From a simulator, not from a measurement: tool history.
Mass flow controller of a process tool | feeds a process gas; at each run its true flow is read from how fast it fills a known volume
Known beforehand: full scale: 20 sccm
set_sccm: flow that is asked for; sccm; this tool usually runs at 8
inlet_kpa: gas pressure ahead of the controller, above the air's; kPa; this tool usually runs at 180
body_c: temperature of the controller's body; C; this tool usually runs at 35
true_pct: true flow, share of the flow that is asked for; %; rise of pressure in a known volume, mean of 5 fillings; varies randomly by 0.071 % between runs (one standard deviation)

{"run": 1, "hour": 0.0, "set_sccm": 8, "inlet_kpa": 180, "body_c": 35, "true_pct": 100.73}
{"run": 2, "hour": 79.5, "set_sccm": 8, "inlet_kpa": 180, "body_c": 35, "true_pct": 100.88}
{"run": 3, "hour": 174.8, "set_sccm": 3, "inlet_kpa": 180, "body_c": 35, "true_pct": 101.83}
{"run": 4, "hour": 263.3, "set_sccm": 8, "inlet_kpa": 180, "body_c": 35, "true_pct": 100.88}
{"run": 5, "hour": 373.7, "set_sccm": 8, "inlet_kpa": 180, "body_c": 35, "true_pct": 101.03}
{"run": 6, "hour": 428.3, "set_sccm": 8, "inlet_kpa": 180, "body_c": 35, "true_pct": 100.92}
{"run": 7, "hour": 480.3, "set_sccm": 8, "inlet_kpa": 180, "body_c": 35, "true_pct": 101.11}
{"run": 8, "hour": 573.5, "set_sccm": 8, "inlet_kpa": 180, "body_c": 35, "true_pct": 100.91}
{"run": 9, "hour": 625.7, "set_sccm": 8, "inlet_kpa": 162, "body_c": 35, "true_pct": 101.11}
{"run": 10, "hour": 735.4, "set_sccm": 8, "inlet_kpa": 219, "body_c": 35, "true_pct": 100.88}
{"run": 11, "hour": 786.3, "set_sccm": 8, "inlet_kpa": 219, "body_c": 35, "true_pct": 100.98}
{"run": 12, "hour": 882.1, "set_sccm": 8, "inlet_kpa": 227, "body_c": 35, "true_pct": 100.87}
{"run": 13, "hour": 982.0, "set_sccm": 8, "inlet_kpa": 186, "body_c": 35, "true_pct": 101.18}
{"run": 14, "hour": 1074.7, "set_sccm": 8, "inlet_kpa": 145, "body_c": 35, "true_pct": 101.32}
{"run": 15, "hour": 1157.9, "set_sccm": 2, "inlet_kpa": 180, "body_c": 35, "true_pct": 103.57}
{"run": 16, "hour": 1211.5, "set_sccm": 7, "inlet_kpa": 180, "body_c": 35, "true_pct": 101.38}
{"run": 17, "hour": 1311.2, "set_sccm": 7, "inlet_kpa": 180, "body_c": 35, "true_pct": 101.42}
{"run": 18, "hour": 1391.7, "set_sccm": 19, "inlet_kpa": 180, "body_c": 35, "true_pct": 101.2}
{"run": 19, "hour": 1457.4, "set_sccm": 8, "inlet_kpa": 180, "body_c": 35, "true_pct": 101.32}
{"run": 20, "hour": 1564.0, "set_sccm": 8, "inlet_kpa": 244, "body_c": 35, "true_pct": 101.16}
{"run": 21, "hour": 1626.8, "set_sccm": 8, "inlet_kpa": 244, "body_c": 35, "true_pct": 101.12}
{"run": 22, "hour": 1737.1, "set_sccm": 8, "inlet_kpa": 244, "body_c": 35, "true_pct": 101.25}
{"run": 23, "hour": 1828.0, "set_sccm": 5, "inlet_kpa": 180, "body_c": 35, "true_pct": 102.0}
{"run": 24, "hour": 1906.7, "set_sccm": 5, "inlet_kpa": 180, "body_c": 35, "true_pct": 102.05}
{"run": 25, "hour": 1989.1, "set_sccm": 5, "inlet_kpa": 180, "body_c": 35, "true_pct": 102.11}
{"run": 26, "hour": 2068.2, "set_sccm": 13, "inlet_kpa": 161, "body_c": 21, "true_pct": 100.99}
{"run": 27, "hour": 2162.0, "set_sccm": 8, "inlet_kpa": 254, "body_c": 35, "true_pct": 101.17}
{"run": 28, "hour": 2253.1, "set_sccm": 8, "inlet_kpa": 254, "body_c": 35, "true_pct": 101.39}
{"run": 29, "hour": 2337.8, "set_sccm": 7, "inlet_kpa": 254, "body_c": 21, "true_pct": 100.91}
{"run": 30, "hour": 2445.1, "set_sccm": 7, "inlet_kpa": 175, "body_c": 21, "true_pct": 101.41}
{"run": 31, "hour": 2553.4, "set_sccm": 7, "inlet_kpa": 175, "body_c": 21, "true_pct": 101.41}
{"run": 32, "hour": 2617.6, "set_sccm": 15, "inlet_kpa": 238, "body_c": 21, "true_pct": 100.83}
{"run": 33, "hour": 2677.5, "set_sccm": 15, "inlet_kpa": 238, "body_c": 21, "true_pct": 100.77}
{"run": 34, "hour": 2782.8, "set_sccm": 15, "inlet_kpa": 238, "body_c": 21, "true_pct": 100.78}
{"run": 35, "hour": 2837.4, "set_sccm": 7, "inlet_kpa": 142, "body_c": 23, "true_pct": 101.74}
{"run": 36, "hour": 2938.8, "set_sccm": 10, "inlet_kpa": 187, "body_c": 34, "true_pct": 101.8}
{"run": 37, "hour": 3032.6, "set_sccm": 8, "inlet_kpa": 210, "body_c": 22, "true_pct": 101.33}
{"run": 38, "hour": 3141.5, "set_sccm": 19, "inlet_kpa": 268, "body_c": 36, "true_pct": 101.52}
{"run": 39, "hour": 3214.8, "set_sccm": 19, "inlet_kpa": 268, "body_c": 36, "true_pct": 101.3}
{"run": 40, "hour": 3280.0, "set_sccm": 4, "inlet_kpa": 185, "body_c": 36, "true_pct": 103.45}
{"run": 41, "hour": 3358.7, "set_sccm": 8, "inlet_kpa": 208, "body_c": 36, "true_pct": 102.04}
{"run": 42, "hour": 3446.1, "set_sccm": 13, "inlet_kpa": 180, "body_c": 22, "true_pct": 101.32}
{"run": 43, "hour": 3504.2, "set_sccm": 13, "inlet_kpa": 192, "body_c": 33, "true_pct": 101.78}
{"run": 44, "hour": 3577.5, "set_sccm": 4, "inlet_kpa": 206, "body_c": 22, "true_pct": 102.77}
{"run": 45, "hour": 3634.6, "set_sccm": 19, "inlet_kpa": 213, "body_c": 35, "true_pct": 101.77}
{"run": 46, "hour": 3740.0, "set_sccm": 19, "inlet_kpa": 213, "body_c": 35, "true_pct": 101.77}
{"run": 47, "hour": 3808.4, "set_sccm": 19, "inlet_kpa": 213, "body_c": 35, "true_pct": 101.87}
{"run": 48, "hour": 3856.3, "set_sccm": 19, "inlet_kpa": 213, "body_c": 35, "true_pct": 101.73}
{"run": 49, "hour": 3906.6, "set_sccm": 3, "inlet_kpa": 207, "body_c": 35, "true_pct": 104.6}
{"run": 50, "hour": 4012.9, "set_sccm": 8, "inlet_kpa": 261, "body_c": 35, "true_pct": 101.98}

What if the next run were any one of these 3? Each begins from the tool's condition after run 50:
{"run": "A", "hour": 4082.5, "set_sccm": 8, "inlet_kpa": 185, "body_c": 35, "true_pct": "?"}
{"run": "B", "hour": 4082.5, "set_sccm": 8, "inlet_kpa": 180, "body_c": 22, "true_pct": "?"}
{"run": "C", "hour": 4082.5, "set_sccm": 8, "inlet_kpa": 177, "body_c": 39, "true_pct": "?"}

run=A true_pct=102.39
run=B true_pct=101.88
run=C true_pct=102.68
With the hidden condition removed and each run's random variation left untouched, the same runs would have given:
run=A true_pct=99.91
run=B true_pct=99.40
run=C true_pct=100.20
